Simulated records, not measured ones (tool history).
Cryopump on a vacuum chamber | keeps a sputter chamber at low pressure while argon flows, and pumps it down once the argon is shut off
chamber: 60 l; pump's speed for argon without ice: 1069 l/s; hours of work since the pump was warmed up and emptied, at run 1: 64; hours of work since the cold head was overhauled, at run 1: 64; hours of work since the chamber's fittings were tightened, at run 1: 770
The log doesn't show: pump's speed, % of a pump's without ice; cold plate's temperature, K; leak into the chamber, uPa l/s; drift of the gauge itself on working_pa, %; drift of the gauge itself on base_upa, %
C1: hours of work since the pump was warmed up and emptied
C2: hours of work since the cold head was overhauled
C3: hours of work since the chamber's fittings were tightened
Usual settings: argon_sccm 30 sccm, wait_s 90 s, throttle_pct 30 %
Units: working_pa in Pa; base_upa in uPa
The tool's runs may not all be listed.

{"run": 1, "day": 0.0, "argon_sccm": 30, "wait_s": 90, "throttle_pct": 30, "C1": 64, "C2": 64, "C3": 770, "working_pa": 0.1608, "base_upa": 3.09}
{"run": 2, "day": 0.283, "argon_sccm": 30, "wait_s": 90, "throttle_pct": 30, "C1": 67, "C2": 67, "C3": 773, "working_pa": 0.1587, "base_upa": 2.99}
{"run": 3, "day": 0.925, "argon_sccm": 30, "wait_s": 90, "throttle_pct": 30, "C1": 74, "C2": 74, "C3": 780, "working_pa": 0.1578, "base_upa": 3.11}
{"run": 4, "day": 1.212, "argon_sccm": 30, "wait_s": 90, "throttle_pct": 30, "C1": 77, "C2": 77, "C3": 783, "working_pa": 0.1604, "base_upa": 3.02}
{"run": 5, "day": 1.617, "argon_sccm": 30, "wait_s": 90, "throttle_pct": 30, "C1": 82, "C2": 82, "C3": 788, "working_pa": 0.1587, "base_upa": 3.06}
{"run": 6, "day": 2.071, "argon_sccm": 30, "wait_s": 90, "throttle_pct": 30, "C1": 87, "C2": 87, "C3": 793, "working_pa": 0.1613, "base_upa": 3.15}
{"run": 7, "day": 2.754, "argon_sccm": 30, "wait_s": 90, "throttle_pct": 30, "C1": 95, "C2": 95, "C3": 801, "working_pa": 0.1592, "base_upa": 3.15}
{"run": 8, "day": 3.083, "argon_sccm": 30, "wait_s": 90, "throttle_pct": 30, "C1": 99, "C2": 99, "C3": 805, "working_pa": 0.1592, "base_upa": 3.2}
{"run": 9, "day": 3.6, "argon_sccm": 30, "wait_s": 90, "throttle_pct": 30, "C1": 105, "C2": 105, "C3": 811, "working_pa": 0.1608, "base_upa": 3.14}
{"run": 10, "day": 4.05, "argon_sccm": 30, "wait_s": 90, "throttle_pct": 30, "C1": 110, "C2": 110, "C3": 816, "working_pa": 0.1604, "base_upa": 3.09}
{"run": 11, "day": 4.467, "argon_sccm": 30, "wait_s": 90, "throttle_pct": 30, "C1": 114, "C2": 114, "C3": 820, "working_pa": 0.1614, "base_upa": 3.14}
{"run": 12, "day": 5.088, "argon_sccm": 30, "wait_s": 90, "throttle_pct": 30, "C1": 121, "C2": 121, "C3": 827, "working_pa": 0.1607, "base_upa": 3.19}
{"run": 13, "day": 5.529, "argon_sccm": 30, "wait_s": 90, "throttle_pct": 30, "C1": 126, "C2": 126, "C3": 832, "working_pa": 0.1608, "base_upa": 3.2}
{"run": 14, "day": 6.042, "argon_sccm": 60, "wait_s": 90, "throttle_pct": 30, "C1": 132, "C2": 132, "C3": 838, "working_pa": 0.3193, "base_upa": 3.21}

The next listed run, before its measurement:
{"run": 15, "day": 6.333, "argon_sccm": 32, "wait_s": 100, "throttle_pct": 38, "C1": 136, "C2": 136, "C3": 842, "working_pa": "?", "base_upa": "?"}

working_pa: 0.1328 Pa
base_upa: 3.15 uPa
Without the tool's hidden state the same run would have given working_pa 0.1306 Pa, base_upa 1.52 uPa.

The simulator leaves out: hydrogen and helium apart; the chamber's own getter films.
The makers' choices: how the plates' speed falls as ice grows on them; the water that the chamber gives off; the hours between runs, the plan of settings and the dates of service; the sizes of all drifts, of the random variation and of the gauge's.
